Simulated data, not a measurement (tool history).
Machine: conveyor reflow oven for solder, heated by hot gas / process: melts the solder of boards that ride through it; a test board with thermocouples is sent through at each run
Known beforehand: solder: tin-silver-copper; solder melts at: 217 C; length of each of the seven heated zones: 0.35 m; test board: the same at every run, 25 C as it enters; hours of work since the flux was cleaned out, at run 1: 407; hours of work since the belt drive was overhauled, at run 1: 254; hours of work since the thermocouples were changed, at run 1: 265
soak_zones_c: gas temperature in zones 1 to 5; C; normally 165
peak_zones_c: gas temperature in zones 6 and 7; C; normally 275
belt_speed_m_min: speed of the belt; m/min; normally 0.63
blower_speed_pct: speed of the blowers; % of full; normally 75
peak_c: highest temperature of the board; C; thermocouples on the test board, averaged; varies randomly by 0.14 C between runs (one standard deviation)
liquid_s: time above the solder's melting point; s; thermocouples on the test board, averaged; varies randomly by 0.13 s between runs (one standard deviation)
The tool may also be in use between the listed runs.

run    hour  soak_zones_c  peak_zones_c  belt_speed_m_min  blower_speed_pct  hours of work since the flux was cleaned out  hours of work since the belt drive was overhauled  hours of work since the thermocouples were changed  peak_c  liquid_s
  1       0           165           275              0.63                75                                           407                                                254                                                 265   257.5      50.2
  2    45.9           165           275              0.63                75                                           437                                                285                                                 295   257.2      50.3
         63  -- flux residue cleaned out of gas plates and filters
  3    77.8           165           275              0.63                75                                            10                                                303                                                 313   259.5        52
  4   100.9           165           275              0.63                75                                            25                                                318                                                 328   259.5      51.7
  5   146.4           165           275              0.63                75                                            55                                                348                                                 358   259.6      51.9
  6   186.1           165           275             0.615                75                                            82                                                375                                                 385   260.4      53.8
  7     243           165           280              0.63                75                                           119                                                412                                                 423   263.9      54.3
  8     286           165           280              0.63                75                                           148                                                441                                                 451   263.9      54.3
  9   319.4           165           275              0.63                71                                           170                                                463                                                 473   258.3      51.2
 10   356.1           165           275              0.63                71                                           194                                                487                                                 498   258.6      51.6
      362.6  -- belt drive overhauled, speed set with a stopwatch
 11   403.9           156           275              0.63                75                                           224                                                 27                                                 527     258      49.1
 12   445.3           165           268              0.63                75                                           251                                                 55                                                 554   253.3      48.6
 13   486.9           178           275              0.63                75                                           279                                                 82                                                 582   261.7      57.1
 14   520.5           178           275              0.63                75                                           301                                                105                                                 604   261.6      57.4
      555.4  -- belt drive overhauled, speed set with a stopwatch, once more
 15   581.7           165           275              0.63                75                                           339                                                 17                                                 642   258.9        51
 16   608.8           160           275             0.717                75                                           357                                                 35                                                 660   252.4      39.5
 17   658.9           160           281             0.717                67                                           390                                                 69                                                 693   255.1      40.6
 18   699.7           160           281             0.717                67                                           417                                                 96                                                 720   255.3      40.6
      743.9  -- flux residue cleaned out of gas plates and filters
 19   752.3           174           284             0.687                75                                             6                                                127                                                 752     267      52.8
 20   808.3           151           271             0.568                83                                            43                                                165                                                 789   260.7      55.2
 21   844.1           151           271             0.568                83                                            67                                                188                                                 813   260.4        55
 22   880.6           165           283              0.63                75                                            91                                                212                                                 837   267.9      55.7
 23   905.6           168           267             0.527                56                                           107                                                229                                                 854   255.3      60.4
 24   954.2           168           267             0.527                56                                           140                                                261                                                 886   255.4      60.7
 25   994.9           168           267             0.527                56                                           167                                                288                                                 913   255.3      60.4
 26  1051.4           165           267              0.63                75                                           204                                                326                                                 950   253.5      48.2
 27  1105.3           165           282             0.611                75                                           240                                                362                                                 986   267.9      57.9
 28  1157.9           171           275              0.63                75                                           275                                                396                                                1021   261.3      54.4
     1212.8  -- thermocouples of zones 6 and 7 changed
 29  1215.9           154           282              0.63                75                                           312                                                434                                                   2   261.1      49.7
 30  1254.6           165           271              0.63                75                                           338                                                459                                                  28   252.9      48.2

What if the next run were any one of these 4? Each begins from the tool's condition after run 30:
  A  1288.7           165           271              0.61                75                                           360                                                482                                                  50       ?         ?
  B  1288.7           161           271              0.63                80                                           360                                                482                                                  50       ?         ?
  C  1288.7           178           281              0.63                69                                           360                                                482                                                  50       ?         ?
  D  1288.7           165           266             0.716                75                                           360                                                482                                                  50       ?         ?

run  peak_c  liquid_s
  A   254.2      50.5
  B   253.4      47.5
  C   262.3        57
  D   243.6      35.7
The same runs, with their run-to-run variation unchanged, on a tool lacking any hidden condition would have given:
run  peak_c  liquid_s
  A   255.8      51.1
  B   255.1      48.3
  C   263.8      57.2
  D   245.5      36.9

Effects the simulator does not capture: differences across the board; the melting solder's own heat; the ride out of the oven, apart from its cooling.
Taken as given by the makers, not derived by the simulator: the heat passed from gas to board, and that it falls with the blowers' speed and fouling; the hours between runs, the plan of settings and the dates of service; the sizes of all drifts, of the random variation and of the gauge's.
